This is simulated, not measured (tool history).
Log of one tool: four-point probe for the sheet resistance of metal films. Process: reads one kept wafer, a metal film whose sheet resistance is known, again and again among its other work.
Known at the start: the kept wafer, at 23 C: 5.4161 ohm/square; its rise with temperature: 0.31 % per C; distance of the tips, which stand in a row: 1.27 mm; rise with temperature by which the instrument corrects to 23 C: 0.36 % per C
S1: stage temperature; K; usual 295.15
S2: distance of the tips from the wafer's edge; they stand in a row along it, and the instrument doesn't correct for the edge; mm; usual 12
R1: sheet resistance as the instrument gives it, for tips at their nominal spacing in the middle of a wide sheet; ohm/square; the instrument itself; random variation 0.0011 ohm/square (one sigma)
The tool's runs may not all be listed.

run   hour      S1  S2        R1
  1      0  295.15  12  5.454484
  2     10  295.15  62  5.421095
  3   24.6  295.15  62  5.420384
  4   34.9  295.15  62  5.420083
  5   59.3  295.15  12  5.454199
  6   70.2  295.15  12  5.453843
  7   90.3  295.15  12  5.452933
  8  104.6  295.15  14  5.444591
  9  118.2  295.15   6  5.552146
 10  136.5  295.15   6  5.548985
 11  159.8  295.15  65  5.425112
 12  179.1  295.15  65  5.421775
 13  193.4  299.15  12  5.445642
 14  211.3  295.15  12  5.456283
 15  234.4  295.15  12  5.459135
 16  246.6  295.15  12  5.458296
 17  261.2  295.15  12  5.456603
 18  272.7  295.15  12  5.458233
 19  294.7  295.15  12  5.459171
 20  307.4  304.15   4  5.678816
 21  322.4  299.15   4  5.693749
 22  336.2  291.15  12   5.46893
 23  360.7  291.15  12  5.471735
 24  378.7  305.15   4  5.677803
 25  400.9  299.15  11  5.455478
 26    420  300.15   4  5.690794
 27  438.6  306.15  46  5.403033
 28  462.5  306.15  46  5.401044
 29  486.2  291.15  15  5.461144
 30  501.2  291.15  15  5.461504
 31  514.9  291.15  15  5.461524
 32  538.9  291.15   4  5.721204

Forecast each of these 5 alternatives for the next run:
  A  560.1  291.15   6   ?
  B  560.1  291.15  37   ?
  C  560.1  295.15  31   ?
  D  560.1  292.15  13   ?
  E  560.1  293.15  15   ?

run        R1
  A  5.571482
  B  5.445142
  C  5.435792
  D  5.465897
  E   5.45723
Without the tool's hidden state the same runs would have given:
run        R1
  A  5.559506
  B  5.433419
  C  5.424114
  D  5.454139
  E  5.445496

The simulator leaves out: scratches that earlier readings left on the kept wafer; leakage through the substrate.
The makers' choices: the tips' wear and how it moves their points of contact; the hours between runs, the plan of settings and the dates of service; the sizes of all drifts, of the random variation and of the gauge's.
